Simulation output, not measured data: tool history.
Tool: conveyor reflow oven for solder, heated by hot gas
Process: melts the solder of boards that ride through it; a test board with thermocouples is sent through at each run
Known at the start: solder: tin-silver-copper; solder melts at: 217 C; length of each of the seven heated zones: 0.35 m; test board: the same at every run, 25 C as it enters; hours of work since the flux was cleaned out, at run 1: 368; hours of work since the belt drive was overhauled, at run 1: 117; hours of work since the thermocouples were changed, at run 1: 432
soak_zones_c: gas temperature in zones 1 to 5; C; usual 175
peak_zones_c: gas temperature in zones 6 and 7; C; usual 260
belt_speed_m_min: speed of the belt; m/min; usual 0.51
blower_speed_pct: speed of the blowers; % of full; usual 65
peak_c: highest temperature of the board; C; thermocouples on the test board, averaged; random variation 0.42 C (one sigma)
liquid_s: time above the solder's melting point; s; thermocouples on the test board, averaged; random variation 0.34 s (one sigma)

run   hour  soak_zones_c  peak_zones_c  belt_speed_m_min  blower_speed_pct  hours of work since the flux was cleaned out  hours of work since the belt drive was overhauled  hours of work since the thermocouples were changed  peak_c  liquid_s
  1      0           175           260              0.51                65                                           368                                                117                                                 432   249.9      61.9
      26.4  -- flux residue cleaned out of gas plates and filters
  2   69.3           175           260              0.51                65                                            26                                                157                                                 472     249      61.1
  3  111.3           175           260              0.51                65                                            52                                                183                                                 498   249.6        61
  4  159.7           175           260              0.51                65                                            82                                                212                                                 527     249      60.8
  5  202.8           175           260              0.51                65                                           108                                                239                                                 554   248.5      60.8
  6  267.7           175           260              0.51                65                                           148                                                279                                                 594   248.8      60.7
  7  330.4           175           260              0.51                65                                           187                                                317                                                 632   248.9      60.3
  8  371.6           175           260              0.51                82                                           212                                                342                                                 657     251      62.8
     435.4  -- flux residue cleaned out of gas plates and filters, once more
  9  452.4           175           260              0.51                82                                            10                                                389                                                 704   255.1        67
 10  514.9           185           258              0.51                58                                            49                                                427                                                 742   250.4        67

The next listed run, before its measurement:
 11  563.9           175           260              0.46                70                                            79                                                457                                                 772       ?         ?

peak_c: 254.2 C
liquid_s: 75.2 s
Without the tool's hidden state the same run would have given peak_c 252.6 C, liquid_s 73.9 s.

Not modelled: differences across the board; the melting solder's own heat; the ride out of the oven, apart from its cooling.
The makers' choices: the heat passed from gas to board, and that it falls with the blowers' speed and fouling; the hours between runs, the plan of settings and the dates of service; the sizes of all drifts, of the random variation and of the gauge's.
